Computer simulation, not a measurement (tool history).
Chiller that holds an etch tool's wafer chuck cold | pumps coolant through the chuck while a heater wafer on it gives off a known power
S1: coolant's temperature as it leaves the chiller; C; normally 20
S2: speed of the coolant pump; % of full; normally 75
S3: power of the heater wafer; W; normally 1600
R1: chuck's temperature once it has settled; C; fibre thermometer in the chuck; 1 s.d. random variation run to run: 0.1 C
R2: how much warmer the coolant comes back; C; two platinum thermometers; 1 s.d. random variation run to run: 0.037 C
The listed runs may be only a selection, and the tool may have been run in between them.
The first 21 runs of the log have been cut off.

run 22 hour=1253.4 | S1=25 S2=75 S3=1864 | R1=51.3 R2=9.4
run 23 hour=1286.2 | S1=25 S2=75 S3=1864 | R1=51.2 R2=9.46
run 24 hour=1333 | S1=28 S2=72 S3=2088 | R1=58.4 R2=10.99
run 25 hour=1396.3 | S1=28 S2=72 S3=2088 | R1=58.7 R2=10.99
run 26 hour=1462.1 | S1=12 S2=88 S3=1600 | R1=32.1 R2=6.79
run 27 hour=1540 | S1=12 S2=88 S3=1600 | R1=32.2 R2=6.85
run 28 hour=1617.1 | S1=14 S2=75 S3=1600 | R1=37.4 R2=8.14
run 29 hour=1678 | S1=20 S2=75 S3=839 | R1=32.6 R2=4.29
run 30 hour=1717.5 | S1=10 S2=81 S3=1669 | R1=33.1 R2=7.85
run 31 hour=1753.4 | S1=20 S2=75 S3=1269 | R1=39 R2=6.55

Branching from run 31: 5 alternative next runs. What would each branch give?
run A hour=1793.1 | S1=20 S2=91 S3=1600 | R1=? R2=?
run B hour=1793.1 | S1=20 S2=75 S3=1148 | R1=? R2=?
run C hour=1793.1 | S1=20 S2=80 S3=2349 | R1=? R2=?
run D hour=1793.1 | S1=20 S2=68 S3=1637 | R1=? R2=?
run E hour=1793.1 | S1=27 S2=75 S3=1627 | R1=? R2=?

run=A R1=40.1 R2=6.65
run=B R1=37.3 R2=5.92
run=C R1=52.5 R2=11.24
run=D R1=46.3 R2=9.37
run=E R1=51.1 R2=8.29
With the hidden condition removed and each run's random variation left untouched, the same runs would have given:
run=A R1=34.8 R2=5.79
run=B R1=32.6 R2=5.15
run=C R1=44.2 R2=9.77
run=D R1=39.5 R2=8.15
run=E R1=44.9 R2=7.21
